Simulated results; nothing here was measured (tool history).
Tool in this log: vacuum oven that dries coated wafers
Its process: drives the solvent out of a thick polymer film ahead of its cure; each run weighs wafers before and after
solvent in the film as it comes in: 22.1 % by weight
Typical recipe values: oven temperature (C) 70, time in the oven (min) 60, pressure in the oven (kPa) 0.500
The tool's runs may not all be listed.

run,day,oven temperature (C),time in the oven (min),pressure in the oven (kPa),solvent left in the film (%)
1,0.000,70,60,0.500,2.65
2,0.688,70,60,0.500,2.61
3,1.250,70,60,0.500,2.61
4,1.704,70,60,0.500,2.76
5,2.329,70,60,0.500,2.71
6,2.712,70,60,0.500,2.73
7,3.288,70,60,0.500,2.61
8,3.983,70,60,0.500,2.74
9,4.412,70,60,0.500,2.85
10,4.775,70,60,0.500,2.75
11,5.246,70,60,0.325,2.59
12,5.838,70,60,0.325,2.62
13,6.338,74,60,0.325,1.35
14,6.671,74,60,1.776,2.47
15,7.254,74,60,1.776,2.59
16,7.850,74,60,0.500,1.53
17,8.529,74,60,0.500,1.56
18,8.912,70,60,0.500,2.68
19,9.250,70,60,0.500,2.81
20,9.654,70,60,0.500,2.78
21,10.192,70,60,0.500,2.78
22,10.604,70,81,0.500,1.75
23,11.217,70,81,0.500,1.72
24,11.550,59,91,0.597,5.92
25,12.242,66,91,0.387,2.36
26,12.696,66,91,0.387,2.47
27,12.988,66,91,0.387,2.40
28,13.421,78,41,0.828,2.02
29,13.992,64,100,0.828,3.27
30,14.479,84,48,0.485,0.56
31,14.775,84,78,1.032,0.64
32,15.146,84,78,1.032,0.59
33,15.433,84,78,1.032,0.60
34,15.958,66,78,1.967,4.97
35,16.667,70,54,1.718,4.50
36,17.192,57,95,0.500,7.07
37,17.650,81,40,1.118,1.52
38,18.138,70,46,1.964,5.51
39,18.454,70,46,1.964,5.45
40,18.925,61,47,1.746,10.01
41,19.342,84,60,1.890,1.19
42,19.688,84,60,1.890,1.18
43,20.221,56,60,0.500,10.38
44,20.562,82,94,0.500,0.42
45,20.967,70,66,0.500,2.64
46,21.604,70,66,0.500,2.51

3 ways to go on from here, each from the tool as it stands after run 46. What would each give?
A,22.300,70,36,0.500,?
B,22.300,70,47,0.500,?
C,22.300,81,32,0.500,?

run,solvent left in the film (%)
A,5.83
B,4.33
C,1.82
Had the tool no hidden state, the same runs would have come out as:
run,solvent left in the film (%)
A,5.13
B,3.67
C,1.43
